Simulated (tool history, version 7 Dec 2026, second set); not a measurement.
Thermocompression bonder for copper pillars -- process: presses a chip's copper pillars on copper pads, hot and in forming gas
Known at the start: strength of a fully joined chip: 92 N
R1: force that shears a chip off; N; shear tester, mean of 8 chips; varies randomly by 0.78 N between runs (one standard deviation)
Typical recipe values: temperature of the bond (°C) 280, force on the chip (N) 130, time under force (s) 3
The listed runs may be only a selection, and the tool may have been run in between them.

run 1 hour=0 | temperature_of_the_bond_(°C)=280 force_on_the_chip_(N)=130 time_under_force_(s)=3 | R1=58.7
run 2 hour=6.5 | temperature_of_the_bond_(°C)=280 force_on_the_chip_(N)=130 time_under_force_(s)=3 | R1=58.4
run 3 hour=13.7 | temperature_of_the_bond_(°C)=280 force_on_the_chip_(N)=81 time_under_force_(s)=3 | R1=42.9
run 4 hour=20.5 | temperature_of_the_bond_(°C)=280 force_on_the_chip_(N)=130 time_under_force_(s)=3 | R1=58.1
run 5 hour=24.9 | temperature_of_the_bond_(°C)=280 force_on_the_chip_(N)=130 time_under_force_(s)=2 | R1=52.8
run 6 hour=34.9 | temperature_of_the_bond_(°C)=280 force_on_the_chip_(N)=130 time_under_force_(s)=3 | R1=58.1
run 7 hour=42.7 | temperature_of_the_bond_(°C)=280 force_on_the_chip_(N)=78 time_under_force_(s)=3 | R1=41.2
run 8 hour=52.3 | temperature_of_the_bond_(°C)=287 force_on_the_chip_(N)=130 time_under_force_(s)=3 | R1=60.8
run 9 hour=58 | temperature_of_the_bond_(°C)=287 force_on_the_chip_(N)=130 time_under_force_(s)=3 | R1=62.5
run 10 hour=63.8 | temperature_of_the_bond_(°C)=287 force_on_the_chip_(N)=130 time_under_force_(s)=2 | R1=55.1
run 11 hour=70.3 | temperature_of_the_bond_(°C)=287 force_on_the_chip_(N)=130 time_under_force_(s)=2 | R1=55.6
run 12 hour=74.8 | temperature_of_the_bond_(°C)=287 force_on_the_chip_(N)=130 time_under_force_(s)=2 | R1=55.9
run 13 hour=82.6 | temperature_of_the_bond_(°C)=287 force_on_the_chip_(N)=130 time_under_force_(s)=2 | R1=54
run 14 hour=89.4 | temperature_of_the_bond_(°C)=280 force_on_the_chip_(N)=143 time_under_force_(s)=3 | R1=61.8
run 15 hour=99.4 | temperature_of_the_bond_(°C)=280 force_on_the_chip_(N)=130 time_under_force_(s)=3 | R1=57.7
run 16 hour=107.5 | temperature_of_the_bond_(°C)=280 force_on_the_chip_(N)=130 time_under_force_(s)=3 | R1=58.8
run 17 hour=117 | temperature_of_the_bond_(°C)=267 force_on_the_chip_(N)=130 time_under_force_(s)=3 | R1=52
run 18 hour=121.3 | temperature_of_the_bond_(°C)=267 force_on_the_chip_(N)=130 time_under_force_(s)=3 | R1=53
run 19 hour=127.8 | temperature_of_the_bond_(°C)=267 force_on_the_chip_(N)=130 time_under_force_(s)=3 | R1=53.1
run 20 hour=134.9 | temperature_of_the_bond_(°C)=280 force_on_the_chip_(N)=130 time_under_force_(s)=3 | R1=57.3
run 21 hour=140.8 | temperature_of_the_bond_(°C)=280 force_on_the_chip_(N)=130 time_under_force_(s)=3 | R1=57.9
run 22 hour=150.3 | temperature_of_the_bond_(°C)=251 force_on_the_chip_(N)=119 time_under_force_(s)=3 | R1=41.7
run 23 hour=156 | temperature_of_the_bond_(°C)=272 force_on_the_chip_(N)=150 time_under_force_(s)=3 | R1=59.8
run 24 hour=160.1 | temperature_of_the_bond_(°C)=272 force_on_the_chip_(N)=150 time_under_force_(s)=3 | R1=58.8
run 25 hour=164.4 | temperature_of_the_bond_(°C)=272 force_on_the_chip_(N)=150 time_under_force_(s)=3 | R1=57.9
run 26 hour=170.3 | temperature_of_the_bond_(°C)=267 force_on_the_chip_(N)=144 time_under_force_(s)=4 | R1=60.8
run 27 hour=175.1 | temperature_of_the_bond_(°C)=305 force_on_the_chip_(N)=101 time_under_force_(s)=3 | R1=60.4
run 28 hour=182.4 | temperature_of_the_bond_(°C)=263 force_on_the_chip_(N)=130 time_under_force_(s)=5 | R1=57.7
run 29 hour=191.6 | temperature_of_the_bond_(°C)=263 force_on_the_chip_(N)=130 time_under_force_(s)=5 | R1=57.6

Estimate the outcome of run 30 from the log above:
run 30 hour=200.5 | temperature_of_the_bond_(°C)=263 force_on_the_chip_(N)=118 time_under_force_(s)=2 | R1=?

{"run 30": {"R1": 39.8}}
With the hidden condition absent and the run-to-run variation left alone, this run would have shown R1 41.3 N.
